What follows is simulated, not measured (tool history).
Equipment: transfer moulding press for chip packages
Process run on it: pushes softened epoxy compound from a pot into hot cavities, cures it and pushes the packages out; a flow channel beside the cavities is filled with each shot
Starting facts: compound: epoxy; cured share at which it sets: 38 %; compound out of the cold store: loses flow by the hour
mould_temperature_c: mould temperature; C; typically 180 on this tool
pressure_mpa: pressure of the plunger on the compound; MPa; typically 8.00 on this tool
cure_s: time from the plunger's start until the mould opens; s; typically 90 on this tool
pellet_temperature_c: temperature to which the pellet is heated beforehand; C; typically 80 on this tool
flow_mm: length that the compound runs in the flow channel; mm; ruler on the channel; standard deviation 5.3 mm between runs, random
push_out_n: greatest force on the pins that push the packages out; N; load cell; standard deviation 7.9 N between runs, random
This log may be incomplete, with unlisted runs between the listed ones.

run,hour,mould_temperature_c,pressure_mpa,cure_s,pellet_temperature_c,incoming compound's hours out of the cold store,flow_mm,push_out_n
1,0.0,180,8.00,90,80,22.8,624,483
# hour 15.3: cavities cleaned with cleaning compound and waxed
2,50.1,180,8.00,86,80,15.7,649,609
# hour 78.2: cavities cleaned with cleaning compound and waxed
3,123.5,180,8.00,90,80,13.9,641,457
# hour 142.8: cavities cleaned with cleaning compound and waxed
# hour 203.5: cavities cleaned with cleaning compound and waxed
4,215.5,180,8.00,90,80,31.9,585,373
# hour 268.2: cavities cleaned with cleaning compound and waxed
5,299.9,180,8.00,90,80,22.7,611,422
# hour 329.9: cavities cleaned with cleaning compound and waxed
# hour 363.9: mould's thermocouples calibrated
# hour 393.7: cavities cleaned with cleaning compound and waxed
6,393.7,180,8.00,90,80,15.3,636,352
7,436.8,180,8.83,90,80,21.9,631,456
# hour 456.4: cavities cleaned with cleaning compound and waxed
# hour 465.3: cavities cleaned with cleaning compound and waxed, once more
8,517.4,188,8.00,90,80,35.9,550,434
# hour 532.7: cavities cleaned with cleaning compound and waxed
# hour 553.9: plunger's sealing rings changed
9,590.7,180,8.00,90,80,28.0,616,478
# hour 599.9: cavities cleaned with cleaning compound and waxed
# hour 662.1: cavities cleaned with cleaning compound and waxed
10,671.6,180,8.00,95,80,36.0,584,359
# hour 722.5: cavities cleaned with cleaning compound and waxed
11,736.1,180,8.00,128,80,12.4,665,366
# hour 787.6: cavities cleaned with cleaning compound and waxed
12,794.2,180,8.00,128,80,22.5,627,339
# hour 847.9: cavities cleaned with cleaning compound and waxed
13,852.3,180,8.00,128,80,15.6,645,332
14,897.0,183,8.00,90,84,27.9,602,462
# hour 911.5: cavities cleaned with cleaning compound and waxed
# hour 974.4: cavities cleaned with cleaning compound and waxed
15,983.0,174,8.30,90,81,13.4,663,459
# hour 1036.4: cavities cleaned with cleaning compound and waxed
16,1047.7,174,8.30,90,81,24.4,622,457
# hour 1097.8: cavities cleaned with cleaning compound and waxed
17,1133.0,180,8.00,100,85,18.7,619,435
# hour 1163.7: cavities cleaned with cleaning compound and waxed
18,1192.3,180,8.00,100,85,45.9,532,414
# hour 1227.0: cavities cleaned with cleaning compound and waxed
19,1265.7,180,8.00,117,85,41.0,541,418
# hour 1291.1: plunger's sealing rings changed
# hour 1292.6: cavities cleaned with cleaning compound and waxed
20,1318.3,180,8.00,117,85,12.4,676,407
# hour 1353.0: cavities cleaned with cleaning compound and waxed
21,1384.4,180,9.06,93,84,33.3,631,434
# hour 1416.5: cavities cleaned with cleaning compound and waxed
# hour 1478.1: cavities cleaned with cleaning compound and waxed
22,1478.1,174,8.91,82,74,47.6,589,447
# hour 1530.9: mould's thermocouples calibrated
# hour 1546.0: cavities cleaned with cleaning compound and waxed
23,1563.5,187,7.82,111,80,15.1,631,376
# hour 1609.8: cavities cleaned with cleaning compound and waxed
24,1642.0,180,8.00,95,74,24.4,613,418
# hour 1670.1: cavities cleaned with cleaning compound and waxed
25,1700.7,180,8.00,95,74,12.7,648,409

A few steps of flow_mm between consecutive runs. Split each: what settings, incoming material and random variation would produce without the hidden state, and what is left over for the hidden state, along with gauge scatter present in only one of the two compared results (measured, and without hidden state):
The tool's hidden condition here consists of: true mould temperature over the reading, C; pressure that reaches the compound, % of what is set; grip of the stained cavities, % over clean ones'; drift of the gauge itself on flow_mm, %; drift of the gauge itself on push_out_n, %.
Run 8 -> 9: mould_temperature_c 188 -> 180, cavities cleaned with cleaning compound and waxed, plunger's sealing rings changed. flow_mm +66 mm: hidden state +31, all else +35.
Run 17 -> 18: cavities cleaned with cleaning compound and waxed. flow_mm -87 mm: hidden state +1, all else -88.
Run 19 -> 20: plunger's sealing rings changed, cavities cleaned with cleaning compound and waxed. flow_mm +135 mm: hidden state +28, all else +107.
